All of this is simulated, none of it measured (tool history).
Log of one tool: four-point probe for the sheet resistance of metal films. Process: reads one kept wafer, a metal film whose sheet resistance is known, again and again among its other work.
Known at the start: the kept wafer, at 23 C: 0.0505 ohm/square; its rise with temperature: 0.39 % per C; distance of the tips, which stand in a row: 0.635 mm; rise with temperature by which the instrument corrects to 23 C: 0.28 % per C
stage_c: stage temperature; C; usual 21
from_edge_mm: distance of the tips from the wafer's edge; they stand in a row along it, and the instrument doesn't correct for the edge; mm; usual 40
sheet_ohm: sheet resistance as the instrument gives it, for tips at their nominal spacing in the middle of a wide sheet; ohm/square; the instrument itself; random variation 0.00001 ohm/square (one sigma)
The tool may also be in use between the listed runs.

Run 1, day 0: usual settings. Result: sheet_ohm 0.050333 ohm/square.
Run 2, day 1.125: usual settings but from_edge_mm 32 mm. Result: sheet_ohm 0.050358 ohm/square.
Run 3, day 1.817: usual settings but from_edge_mm 32 mm. Result: sheet_ohm 0.050367 ohm/square.
Run 4, day 2.521: usual settings but from_edge_mm 32 mm. Result: sheet_ohm 0.05037 ohm/square.
Run 5, day 3.533: usual settings but from_edge_mm 32 mm. Result: sheet_ohm 0.050363 ohm/square.
Run 6, day 4.329: usual settings but from_edge_mm 32 mm. Result: sheet_ohm 0.050371 ohm/square.
Run 7, day 4.917: usual settings but from_edge_mm 32 mm. Result: sheet_ohm 0.050373 ohm/square.
Run 8, day 5.667: usual settings but stage_c 32 C. Result: sheet_ohm 0.050959 ohm/square.
Run 9, day 6.675: usual settings but stage_c 32 C. Result: sheet_ohm 0.050947 ohm/square.
Run 10, day 7.842: usual settings but stage_c 24 C. Result: sheet_ohm 0.050539 ohm/square.
Run 11, day 8.929: usual settings but stage_c 24 C. Result: sheet_ohm 0.050548 ohm/square.
Run 12, day 9.567: usual settings but stage_c 20 C, from_edge_mm 47 mm. Result: sheet_ohm 0.05033 ohm/square.
Run 13, day 10.725: usual settings but stage_c 18 C, from_edge_mm 11 mm. Result: sheet_ohm 0.050286 ohm/square.
Run 14, day 11.767: usual settings but stage_c 23 C, from_edge_mm 6 mm. Result: sheet_ohm 0.050775 ohm/square.
Run 15, day 12.983: usual settings but stage_c 28 C, from_edge_mm 10 mm. Result: sheet_ohm 0.050852 ohm/square.
Run 16, day 13.808: usual settings but stage_c 28 C, from_edge_mm 6 mm. Result: sheet_ohm 0.051044 ohm/square.
Run 17, day 14.833: usual settings but stage_c 20 C, from_edge_mm 47 mm. Result: sheet_ohm 0.050328 ohm/square.
Run 18, day 15.912: usual settings but stage_c 27 C, from_edge_mm 24 mm. Result: sheet_ohm 0.050733 ohm/square.
Run 19, day 16.721: usual settings but stage_c 25 C, from_edge_mm 20 mm. Result: sheet_ohm 0.05063 ohm/square.
Run 20, day 17.258: usual settings. Result: sheet_ohm 0.050389 ohm/square.
Run 21, day 18.154: usual settings but stage_c 28 C. Result: sheet_ohm 0.050763 ohm/square.

Forecast each of these 5 alternatives for the next run:
Run A, day 19.067: usual settings but stage_c 28 C, from_edge_mm 34 mm. Result: sheet_ohm ?.
Run B, day 19.067: usual settings but stage_c 28 C, from_edge_mm 4 mm. Result: sheet_ohm ?.
Run C, day 19.067: usual settings but from_edge_mm 18 mm. Result: sheet_ohm ?.
Run D, day 19.067: usual settings but stage_c 28 C, from_edge_mm 14 mm. Result: sheet_ohm ?.
Run E, day 19.067: usual settings but stage_c 26 C, from_edge_mm 12 mm. Result: sheet_ohm ?.

run  sheet_ohm
  A   0.050789
  B   0.051438
  C   0.050424
  D   0.050816
  E   0.050736
Without the tool's hidden state the same runs would have given:
run  sheet_ohm
  A   0.050795
  B   0.051443
  C   0.050432
  D   0.050822
  E   0.050742
